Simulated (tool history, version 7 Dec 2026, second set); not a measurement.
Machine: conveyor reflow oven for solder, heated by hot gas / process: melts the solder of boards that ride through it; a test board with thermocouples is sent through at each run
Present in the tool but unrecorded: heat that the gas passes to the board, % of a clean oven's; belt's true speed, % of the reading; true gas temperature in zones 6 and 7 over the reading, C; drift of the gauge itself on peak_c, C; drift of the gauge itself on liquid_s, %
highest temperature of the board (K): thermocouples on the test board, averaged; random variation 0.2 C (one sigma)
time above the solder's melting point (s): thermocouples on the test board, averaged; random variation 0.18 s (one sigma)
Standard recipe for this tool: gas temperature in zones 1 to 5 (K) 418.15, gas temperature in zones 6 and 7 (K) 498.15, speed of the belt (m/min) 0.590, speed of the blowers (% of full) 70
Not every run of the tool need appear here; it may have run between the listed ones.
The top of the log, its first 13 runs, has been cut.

run     day  gas temperature in zones 1 to 5 (K)  gas temperature in zones 6 and 7 (K)  speed of the belt (m/min)  speed of the blowers (% of full)  hours of work since the flux was cleaned out  hours of work since the belt drive was overhauled  hours of work since the thermocouples were changed  highest temperature of the board (K)  time above the solder's melting point (s)
 14  39.158                               418.15                                498.15                      0.532                                70                                           280                                                244                                                 606                                488.65                                       62.1
     41.279  -- flux residue cleaned out of gas plates and filters
 15  43.058                               418.15                                498.15                      0.592                                70                                            30                                                306                                                 668                                486.75                                       53.3
 16  46.446                               406.15                                490.15                      0.599                                51                                            87                                                363                                                 725                                472.35                                       32.9
 17  48.762                               418.15                                489.15                      0.590                                58                                           126                                                402                                                 764                                476.15                                       43.7
 18  51.658                               427.15                                497.15                      0.616                                73                                           175                                                451                                                 813                                486.45                                       54.7
 19  55.717                               427.15                                491.15                      0.675                                73                                           243                                                519                                                 881                                479.05                                       44.1
 20  58.762                               427.15                                491.15                      0.675                                73                                           294                                                570                                                 932                                478.95                                       44.0
     60.225  -- flux residue cleaned out of gas plates and filters
 21  61.525                               418.15                                512.15                      0.590                                70                                            22                                                613                                                 975                                498.95                                       61.7
 22  64.104                               418.15                                498.15                      0.651                                67                                            65                                                657                                                1019                                483.15                                       45.6
 23  67.438                               418.15                                498.15                      0.590                                81                                           121                                                713                                                1075                                488.15                                       55.5
 24  69.938                               418.15                                498.15                      0.590                                81                                           163                                                755                                                1117                                487.95                                       55.7
 25  71.733                               418.15                                498.15                      0.524                                81                                           194                                                785                                                1147                                490.25                                       65.1

Estimate the outcome of run 26 from the log above:
     73.296  -- belt drive overhauled, speed set with a stopwatch
 26  75.238                               418.15                                498.15                      0.700                                68                                           250                                                 33                                                1203                                     ?                                          ?

{"run 26": {"highest temperature of the board (K)": 480.95, "time above the solder's melting point (s)": 39.9}}
Minus the tool's unlogged condition, the same run would have read highest temperature of the board (K) 481.05, time above the solder's melting point (s) 39.9.
